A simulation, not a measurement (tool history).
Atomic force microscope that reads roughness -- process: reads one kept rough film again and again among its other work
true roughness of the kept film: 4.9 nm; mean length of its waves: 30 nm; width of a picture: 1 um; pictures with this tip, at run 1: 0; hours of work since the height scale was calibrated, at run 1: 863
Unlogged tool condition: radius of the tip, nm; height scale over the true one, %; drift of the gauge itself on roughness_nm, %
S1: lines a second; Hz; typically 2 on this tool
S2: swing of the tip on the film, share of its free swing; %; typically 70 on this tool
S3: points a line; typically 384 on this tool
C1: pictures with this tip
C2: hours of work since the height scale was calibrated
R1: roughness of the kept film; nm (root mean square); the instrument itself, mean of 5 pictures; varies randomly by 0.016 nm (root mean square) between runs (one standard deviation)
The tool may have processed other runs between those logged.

| run | hour | S1 | S2 | S3 | C1 | C2 | R1 |
|---|---|---|---|---|---|---|---|
| 1 | 0 | 2 | 70 | 384 | 0 | 863 | 3.758 |
| 2 | 32.6 | 2 | 70 | 384 | 56 | 879 | 3.597 |
| 3 | 64.5 | 2 | 70 | 384 | 110 | 895 | 3.45 |
| 4 | 100.7 | 2 | 70 | 384 | 172 | 913 | 3.314 |
|  | 122.5 | new tip fitted |
| 5 | 147.9 | 2 | 70 | 384 | 44 | 936 | 3.637 |
| 6 | 176.9 | 2 | 70 | 384 | 93 | 951 | 3.494 |
| 7 | 217.9 | 2 | 76 | 384 | 163 | 971 | 3.224 |
|  | 243.7 | new tip fitted |
| 8 | 257.8 | 2 | 76 | 384 | 24 | 991 | 3.578 |
| 9 | 284.1 | 2 | 76 | 384 | 69 | 1004 | 3.462 |
| 10 | 304.1 | 2 | 70 | 825 | 103 | 1014 | 3.535 |
| 11 | 332.2 | 2 | 70 | 825 | 151 | 1028 | 3.446 |
|  | 364.4 | new tip fitted |
| 12 | 372.9 | 1 | 68 | 384 | 15 | 1048 | 4.018 |
| 13 | 410.1 | 1.56 | 76 | 673 | 78 | 1066 | 3.575 |
| 14 | 444.9 | 1.56 | 76 | 673 | 138 | 1084 | 3.429 |
|  | 484.3 | new tip fitted |
| 15 | 486.2 | 2.68 | 70 | 822 | 3 | 1104 | 3.681 |
| 16 | 517 | 0.87 | 85 | 927 | 56 | 1119 | 3.681 |
| 17 | 562.3 | 1.11 | 72 | 281 | 133 | 1142 | 3.553 |
| 18 | 592.1 | 0.67 | 72 | 638 | 184 | 1157 | 3.573 |
|  | 606.1 | new tip fitted |
| 19 | 613.1 | 0.67 | 72 | 638 | 12 | 1167 | 4.049 |

4 options for the next run, each taken on its own from the tool as it stands now. Forecast them:
| A | 660.1 | 1.6 | 67 | 384 | 92 | 1190 | ? |
| B | 660.1 | 1.73 | 62 | 638 | 92 | 1190 | ? |
| C | 660.1 | 0.65 | 72 | 638 | 92 | 1190 | ? |
| D | 660.1 | 0.59 | 76 | 638 | 92 | 1190 | ? |

| run | R1 |
|---|---|
| A | 3.685 |
| B | 3.743 |
| C | 3.824 |
| D | 3.822 |
With no hidden state in the tool, these same runs would have given:
| run | R1 |
|---|---|
| A | 3.922 |
| B | 3.983 |
| C | 4.07 |
| D | 4.068 |
